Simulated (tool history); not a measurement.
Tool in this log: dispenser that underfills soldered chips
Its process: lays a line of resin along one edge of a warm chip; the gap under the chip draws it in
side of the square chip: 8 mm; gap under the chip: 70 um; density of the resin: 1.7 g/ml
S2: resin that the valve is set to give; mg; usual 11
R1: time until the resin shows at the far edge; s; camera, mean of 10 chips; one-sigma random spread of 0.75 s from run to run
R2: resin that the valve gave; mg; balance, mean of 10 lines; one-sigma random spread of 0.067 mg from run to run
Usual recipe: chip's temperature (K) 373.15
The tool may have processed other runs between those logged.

{"run": 1, "hour": 0.0, "chip's temperature (K)": 373.15, "S2": 11, "R1": 67.7, "R2": 10.85}
{"hour": 11.1, "done": "new syringe of resin"}
{"run": 2, "hour": 11.2, "chip's temperature (K)": 373.15, "S2": 13.5, "R1": 61.8, "R2": 13.33}
{"run": 3, "hour": 20.5, "chip's temperature (K)": 373.15, "S2": 11, "R1": 85.5, "R2": 10.79}
{"hour": 24.3, "done": "new syringe of resin"}
{"run": 4, "hour": 26.2, "chip's temperature (K)": 373.15, "S2": 11, "R1": 69.3, "R2": 10.73}
{"run": 5, "hour": 34.5, "chip's temperature (K)": 373.15, "S2": 11, "R1": 89.2, "R2": 10.56}
{"hour": 36.9, "done": "new syringe of resin"}
{"run": 6, "hour": 43.4, "chip's temperature (K)": 373.15, "S2": 11, "R1": 76.3, "R2": 10.65}
{"hour": 49.5, "done": "new syringe of resin"}
{"run": 7, "hour": 54.1, "chip's temperature (K)": 373.15, "S2": 13.8, "R1": 72.5, "R2": 13.38}
{"hour": 62.0, "done": "dispensing valve cleaned and set on the balance"}
{"hour": 63.4, "done": "new syringe of resin"}
{"run": 8, "hour": 65.6, "chip's temperature (K)": 373.15, "S2": 13.8, "R1": 65.4, "R2": 13.68}
{"run": 9, "hour": 71.7, "chip's temperature (K)": 373.15, "S2": 13.8, "R1": 79.7, "R2": 13.72}
{"hour": 76.7, "done": "new syringe of resin"}
{"run": 10, "hour": 82.5, "chip's temperature (K)": 373.15, "S2": 13.8, "R1": 74.1, "R2": 13.69}
{"hour": 89.4, "done": "new syringe of resin"}
{"run": 11, "hour": 91.0, "chip's temperature (K)": 373.15, "S2": 13.8, "R1": 65.6, "R2": 13.7}
{"run": 12, "hour": 98.6, "chip's temperature (K)": 373.15, "S2": 11, "R1": 86.3, "R2": 10.77}
{"hour": 102.2, "done": "new syringe of resin"}
{"run": 13, "hour": 107.4, "chip's temperature (K)": 364.15, "S2": 12.3, "R1": 95.7, "R2": 12}
{"run": 14, "hour": 113.3, "chip's temperature (K)": 379.15, "S2": 13.5, "R1": 76, "R2": 13.13}
{"hour": 114.9, "done": "new syringe of resin"}
{"run": 15, "hour": 122.8, "chip's temperature (K)": 380.15, "S2": 13.8, "R1": 63.5, "R2": 13.4}
{"hour": 128.4, "done": "new syringe of resin"}
{"run": 16, "hour": 133.4, "chip's temperature (K)": 360.15, "S2": 12.3, "R1": 106.9, "R2": 12.01}
{"hour": 141.5, "done": "new syringe of resin"}
{"run": 17, "hour": 144.8, "chip's temperature (K)": 367.15, "S2": 9.4, "R1": 88.9, "R2": 9.19}
{"hour": 154.1, "done": "new syringe of resin"}
{"run": 18, "hour": 155.0, "chip's temperature (K)": 383.15, "S2": 10.5, "R1": 50.2, "R2": 10.09}
{"run": 19, "hour": 164.4, "chip's temperature (K)": 374.15, "S2": 12.7, "R1": 84, "R2": 12.34}
{"hour": 166.7, "done": "new syringe of resin"}
{"run": 20, "hour": 169.6, "chip's temperature (K)": 374.15, "S2": 12.7, "R1": 65.6, "R2": 12.1}
{"hour": 173.1, "done": "dispensing valve cleaned and set on the balance"}
{"run": 21, "hour": 179.5, "chip's temperature (K)": 387.15, "S2": 12.1, "R1": 61.8, "R2": 12.16}
{"hour": 180.4, "done": "new syringe of resin"}
{"run": 22, "hour": 189.9, "chip's temperature (K)": 373.15, "S2": 9.6, "R1": 86.8, "R2": 9.57}
{"hour": 193.4, "done": "new syringe of resin"}
{"run": 23, "hour": 201.7, "chip's temperature (K)": 368.15, "S2": 12.8, "R1": 89.1, "R2": 12.59}
{"hour": 206.0, "done": "new syringe of resin"}
{"run": 24, "hour": 213.4, "chip's temperature (K)": 367.15, "S2": 12.4, "R1": 89.6, "R2": 12.25}

Here are 4 independent what-if runs from the current tool condition. What would each one return?
{"hour": 219.0, "done": "new syringe of resin"}
{"run": "A", "hour": 222.2, "chip's temperature (K)": 373.15, "S2": 10.4, "R1": "?", "R2": "?"}
{"hour": 219.0, "done": "new syringe of resin"}
{"run": "B", "hour": 222.2, "chip's temperature (K)": 367.15, "S2": 11.7, "R1": "?", "R2": "?"}
{"hour": 219.0, "done": "new syringe of resin"}
{"run": "C", "hour": 222.2, "chip's temperature (K)": 358.15, "S2": 14.2, "R1": "?", "R2": "?"}
{"hour": 219.0, "done": "new syringe of resin"}
{"run": "D", "hour": 222.2, "chip's temperature (K)": 367.15, "S2": 9.7, "R1": "?", "R2": "?"}

run=A R1=69.7 R2=10.17
run=B R1=82.6 R2=11.55
run=C R1=103.4 R2=13.96
run=D R1=83 R2=9.51
What these runs would have given with no unlogged condition in the tool:
run=A R1=69.3 R2=10.33
run=B R1=82.5 R2=11.73
run=C R1=104.1 R2=14.18
run=D R1=82.8 R2=9.66
